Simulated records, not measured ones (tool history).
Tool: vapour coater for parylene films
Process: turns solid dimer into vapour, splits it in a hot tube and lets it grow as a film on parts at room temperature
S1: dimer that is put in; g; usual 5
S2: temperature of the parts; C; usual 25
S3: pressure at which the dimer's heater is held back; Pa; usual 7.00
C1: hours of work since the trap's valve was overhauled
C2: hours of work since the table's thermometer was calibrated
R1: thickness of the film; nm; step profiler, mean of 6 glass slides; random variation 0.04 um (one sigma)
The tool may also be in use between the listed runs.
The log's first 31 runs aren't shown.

Run 32, hour 1236.6: usual settings but S2 23 C; C1 36; C2 856. Result: R1 4630 nm.
Run 33, hour 1268.3: usual settings but S2 23 C; C1 58; C2 878. Result: R1 4600 nm.
Run 34, hour 1308.7: usual settings but S2 23 C; C1 86; C2 906. Result: R1 4590 nm.
Run 35, hour 1362.7: usual settings but S2 23 C; C1 124; C2 944. Result: R1 4630 nm.
Run 36, hour 1388.5: usual settings but S2 23 C; C1 142; C2 962. Result: R1 4580 nm.
Run 37, hour 1427.7: usual settings but S2 23 C; C1 169; C2 989. Result: R1 4600 nm.
Run 38, hour 1464.2: usual settings but S2 23 C; C1 195; C2 1015. Result: R1 4600 nm.
Run 39, hour 1498.0: usual settings but S2 32 C, S3 2.24 Pa; C1 218; C2 1038. Result: R1 3590 nm.
Run 40, hour 1521.1: usual settings but S2 32 C, S3 2.24 Pa; C1 234; C2 1054. Result: R1 3540 nm.
Run 41, hour 1543.3: usual settings but S1 6 g, S2 30 C, S3 8.45 Pa; C1 250; C2 1070. Result: R1 4330 nm.
Run 42, hour 1581.4: usual settings but S1 6 g, S2 30 C, S3 8.45 Pa; C1 277; C2 1097. Result: R1 4220 nm.
At hour 1593.5: table's thermometer calibrated.
Run 43, hour 1616.2: usual settings but S1 6 g, S2 30 C, S3 8.45 Pa; C1 300; C2 16. Result: R1 4270 nm.
Run 44, hour 1654.6: usual settings but S1 6 g, S2 30 C, S3 8.45 Pa; C1 327; C2 43. Result: R1 4220 nm.
Run 45, hour 1702.4: usual settings but S1 6 g, S2 33 C, S3 8.45 Pa; C1 360; C2 76. Result: R1 3840 nm.
At hour 1713.7: trap's valve overhauled.
Run 46, hour 1732.7: usual settings but S1 6 g, S2 33 C, S3 8.45 Pa; C1 13; C2 94. Result: R1 3840 nm.
Run 47, hour 1756.3: usual settings but S1 6 g, S2 32 C, S3 2.07 Pa; C1 30; C2 111. Result: R1 4200 nm.

Forecast each of these 4 alternatives for the next run:
Run A, hour 1784.8: usual settings but S1 6 g, S2 22 C, S3 2.07 Pa; C1 50; C2 131. Result: R1 ?.
Run B, hour 1784.8: usual settings but S1 8 g; C1 50; C2 131. Result: R1 ?.
Run C, hour 1784.8: usual settings but S2 21 C; C1 50; C2 131. Result: R1 ?.
Run D, hour 1784.8: usual settings but S1 4 g, S2 33 C, S3 2.69 Pa; C1 50; C2 131. Result: R1 ?.

run    R1
  A  6120
  B  6840
  C  4920
  D  2710
Without the tool's hidden state the same runs would have given:
run    R1
  A  6120
  B  6840
  C  4920
  D  2710

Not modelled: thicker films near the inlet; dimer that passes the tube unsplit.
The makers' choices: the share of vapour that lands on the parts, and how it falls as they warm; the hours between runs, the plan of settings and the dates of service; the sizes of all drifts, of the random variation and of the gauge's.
